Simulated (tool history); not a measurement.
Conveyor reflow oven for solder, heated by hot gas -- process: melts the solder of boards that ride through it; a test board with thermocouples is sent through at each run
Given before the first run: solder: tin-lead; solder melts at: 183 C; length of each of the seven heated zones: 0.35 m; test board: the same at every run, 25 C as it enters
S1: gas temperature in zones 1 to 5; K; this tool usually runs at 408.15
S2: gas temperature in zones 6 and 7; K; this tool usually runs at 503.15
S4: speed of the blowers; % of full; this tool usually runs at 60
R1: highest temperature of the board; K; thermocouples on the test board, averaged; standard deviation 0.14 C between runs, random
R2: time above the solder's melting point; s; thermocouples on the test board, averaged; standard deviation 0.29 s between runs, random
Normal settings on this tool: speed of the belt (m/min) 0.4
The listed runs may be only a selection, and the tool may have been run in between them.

Run 1, hour 0: usual settings. Result: R1 484.55 K, R2 69.5 s.
Run 2, hour 52.7: usual settings. Result: R1 484.65 K, R2 69.3 s.
Run 3, hour 104.7: usual settings. Result: R1 485.65 K, R2 72.1 s.
Run 4, hour 133.8: usual settings. Result: R1 485.55 K, R2 71.6 s.
Run 5, hour 198.7: usual settings. Result: R1 485.75 K, R2 71.5 s.
Run 6, hour 255: usual settings. Result: R1 485.55 K, R2 71 s.
Run 7, hour 289.7: usual settings. Result: R1 484.65 K, R2 70.3 s.
Run 8, hour 336: usual settings. Result: R1 484.65 K, R2 70.4 s.
Run 9, hour 399.8: usual settings. Result: R1 484.45 K, R2 70.1 s.
Run 10, hour 452.9: usual settings. Result: R1 484.15 K, R2 70.5 s.
Run 11, hour 499.7: usual settings. Result: R1 485.65 K, R2 72.4 s.
Run 12, hour 534.3: usual settings. Result: R1 485.65 K, R2 71.3 s.
Run 13, hour 579.3: usual settings. Result: R1 485.45 K, R2 71.8 s.
Run 14, hour 616.5: usual settings but speed of the belt (m/min) 0.348. Result: R1 489.75 K, R2 90.6 s.
Run 15, hour 677.6: usual settings but S1 416.15 K, S2 515.15 K, speed of the belt (m/min) 0.458, S4 59 % of full. Result: R1 491.85 K, R2 72.1 s.
Run 16, hour 740.2: usual settings but S1 404.15 K, S2 515.15 K, speed of the belt (m/min) 0.458, S4 59 % of full. Result: R1 488.75 K, R2 63.9 s.
Run 17, hour 797.6: usual settings but S1 404.15 K, S2 515.15 K, speed of the belt (m/min) 0.458, S4 59 % of full. Result: R1 488.85 K, R2 63.6 s.
Run 18, hour 845.5: usual settings but S1 404.15 K, S2 511.15 K, speed of the belt (m/min) 0.458, S4 59 % of full. Result: R1 485.25 K, R2 59.6 s.
Run 19, hour 901.9: usual settings but S1 404.15 K, S2 511.15 K, speed of the belt (m/min) 0.458, S4 59 % of full. Result: R1 485.15 K, R2 58.8 s.
Run 20, hour 955.8: usual settings but S1 404.15 K, S2 511.15 K, speed of the belt (m/min) 0.458, S4 59 % of full. Result: R1 485.65 K, R2 59 s.
Run 21, hour 987.8: usual settings but speed of the belt (m/min) 0.36. Result: R1 488.95 K, R2 84.8 s.
Run 22, hour 1023.9: usual settings but speed of the belt (m/min) 0.362, S4 84 % of full. Result: R1 493.25 K, R2 90.9 s.
Run 23, hour 1065.2: usual settings but speed of the belt (m/min) 0.362, S4 84 % of full. Result: R1 493.35 K, R2 90.6 s.
Run 24, hour 1122.5: usual settings but speed of the belt (m/min) 0.362, S4 84 % of full. Result: R1 493.15 K, R2 90.7 s.
Run 25, hour 1177.2: usual settings but speed of the belt (m/min) 0.362, S4 84 % of full. Result: R1 492.95 K, R2 90.5 s.

Not shown: 5 entries that the log had between the listed runs. Between which runs, and how does the tool's hidden state differ before and after?
Between runs 2 and 3: flux residue cleaned out of gas plates and filters (hour 82.7)
  heat that the gas passes to the board, % of a clean oven's: 94.2 -> 99.5; belt's true speed, % of the reading: 99.71 -> 99.63; true gas temperature in zones 6 and 7 over the reading, C: 0.97 -> 1.01
  the result without the hidden state subtracted from the measured one, R1: -0.3 -> +0.9 K; R2: -0.7 -> +1.4 s
Between runs 6 and 7: thermocouples of zones 6 and 7 changed (hour 261.9)
  heat that the gas passes to the board, % of a clean oven's: 97.4 -> 97; belt's true speed, % of the reading: 99.37 -> 99.31; true gas temperature in zones 6 and 7 over the reading, C: 1.16 -> 0.4
  the result without the hidden state subtracted from the measured one, R1: +0.7 -> +0 K; R2: +1.2 -> +0.3 s
Between runs 10 and 11: flux residue cleaned out of gas plates and filters (hour 499.7)
  heat that the gas passes to the board, % of a clean oven's: 94.7 -> 99.5; belt's true speed, % of the reading: 99.02 -> 98.95; true gas temperature in zones 6 and 7 over the reading, C: 0.56 -> 0.61
  the result without the hidden state subtracted from the measured one, R1: -0.4 -> +0.8 K; R2: +0 -> +1.9 s
Between runs 19 and 20: flux residue cleaned out of gas plates and filters (hour 914); belt drive overhauled, speed set with a stopwatch (hour 933)
  heat that the gas passes to the board, % of a clean oven's: 94.2 -> 98.9; belt's true speed, % of the reading: 98.24 -> 100.12; true gas temperature in zones 6 and 7 over the reading, C: 1.01 -> 1.05
  the result without the hidden state subtracted from the measured one, R1: +0 -> +0.5 K; R2: +0.9 -> +0.5 s
